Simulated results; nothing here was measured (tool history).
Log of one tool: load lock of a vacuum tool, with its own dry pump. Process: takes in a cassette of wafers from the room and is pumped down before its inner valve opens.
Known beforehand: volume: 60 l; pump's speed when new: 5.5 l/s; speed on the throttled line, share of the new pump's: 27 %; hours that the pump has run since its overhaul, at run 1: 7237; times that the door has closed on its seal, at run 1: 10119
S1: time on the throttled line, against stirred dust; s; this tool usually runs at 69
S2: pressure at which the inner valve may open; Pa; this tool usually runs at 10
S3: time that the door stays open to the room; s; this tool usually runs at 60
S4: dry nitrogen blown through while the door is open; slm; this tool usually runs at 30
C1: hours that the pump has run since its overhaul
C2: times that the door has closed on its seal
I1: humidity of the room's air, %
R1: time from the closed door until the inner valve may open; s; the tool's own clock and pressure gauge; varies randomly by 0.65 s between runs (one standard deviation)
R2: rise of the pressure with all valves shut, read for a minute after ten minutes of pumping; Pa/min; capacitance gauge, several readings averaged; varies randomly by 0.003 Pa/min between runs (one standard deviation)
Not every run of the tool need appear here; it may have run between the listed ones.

Run 1, hour 0: usual settings; C1 7237; C2 10119; I1 43.9. Result: R1 156.7 s, R2 0.054 Pa/min.
Run 2, hour 248.6: usual settings; C1 7485; C2 10839; I1 46.7. Result: R1 158.9 s, R2 0.063 Pa/min.
Run 3, hour 708.7: usual settings; C1 7946; C2 12172; I1 44.4. Result: R1 159.9 s, R2 0.072 Pa/min.
Run 4, hour 1244.1: usual settings; C1 8481; C2 13723; I1 42.8. Result: R1 159.4 s, R2 0.083 Pa/min.
Run 5, hour 1603.8: usual settings; C1 8841; C2 14765; I1 46.3. Result: R1 160.3 s, R2 0.086 Pa/min.
Run 6, hour 2057.4: usual settings but S4 4 slm; C1 9294; C2 16079; I1 43.5. Result: R1 161.5 s, R2 0.126 Pa/min.
Run 7, hour 2418.2: usual settings but S4 4 slm; C1 9655; C2 17124; I1 40.2. Result: R1 160.3 s, R2 0.129 Pa/min.
Run 8, hour 2860.7: usual settings but S4 4 slm; C1 10098; C2 18406; I1 44.8. Result: R1 161.6 s, R2 0.14 Pa/min.
Run 9, hour 3412.3: usual settings but S4 4 slm; C1 10649; C2 20004; I1 47.3. Result: R1 162.9 s, R2 0.164 Pa/min.
Run 10, hour 3657.5: usual settings but S4 4 slm; C1 10894; C2 20715; I1 43.4. Result: R1 163.5 s, R2 0.163 Pa/min.
Run 11, hour 4074.9: usual settings but S4 4 slm; C1 11312; C2 21924; I1 44.7. Result: R1 164.5 s, R2 0.174 Pa/min.
At hour 4269.7: dry pump taken out, an overhauled one fitted.
Run 12, hour 4546.4: usual settings but S4 4 slm; C1 277; C2 23272; I1 44.7. Result: R1 153.7 s, R2 0.181 Pa/min.
Run 13, hour 4942.9: usual settings but S4 4 slm; C1 673; C2 24421; I1 47.1. Result: R1 153.9 s, R2 0.196 Pa/min.
Run 14, hour 5397.5: usual settings but S4 4 slm; C1 1128; C2 25738; I1 43.8. Result: R1 154.2 s, R2 0.204 Pa/min.
Run 15, hour 5839.4: usual settings but S4 4 slm; C1 1570; C2 27018; I1 45.4. Result: R1 154.4 s, R2 0.222 Pa/min.
Run 16, hour 6220: usual settings but S1 108 s, S2 16 Pa, S4 37 slm; C1 1950; C2 28121; I1 43.9. Result: R1 178.1 s, R2 0.207 Pa/min.
Run 17, hour 6657.4: usual settings but S1 108 s, S2 16 Pa, S4 37 slm; C1 2388; C2 29388; I1 45.6. Result: R1 177.6 s, R2 0.214 Pa/min.

The next listed run, before its measurement:
Run 18, hour 7151.5: usual settings but S1 108 s, S2 16 Pa, S4 37 slm; C1 2882; C2 30819; I1 47. Result: R1 ?, R2 ?.

R1: 178.9 s
R2: 0.229 Pa/min
Take away the tool's hidden state, keep the run-to-run variation as it was, and the same run would have given R1 175.1 s, R2 0.012 Pa/min.
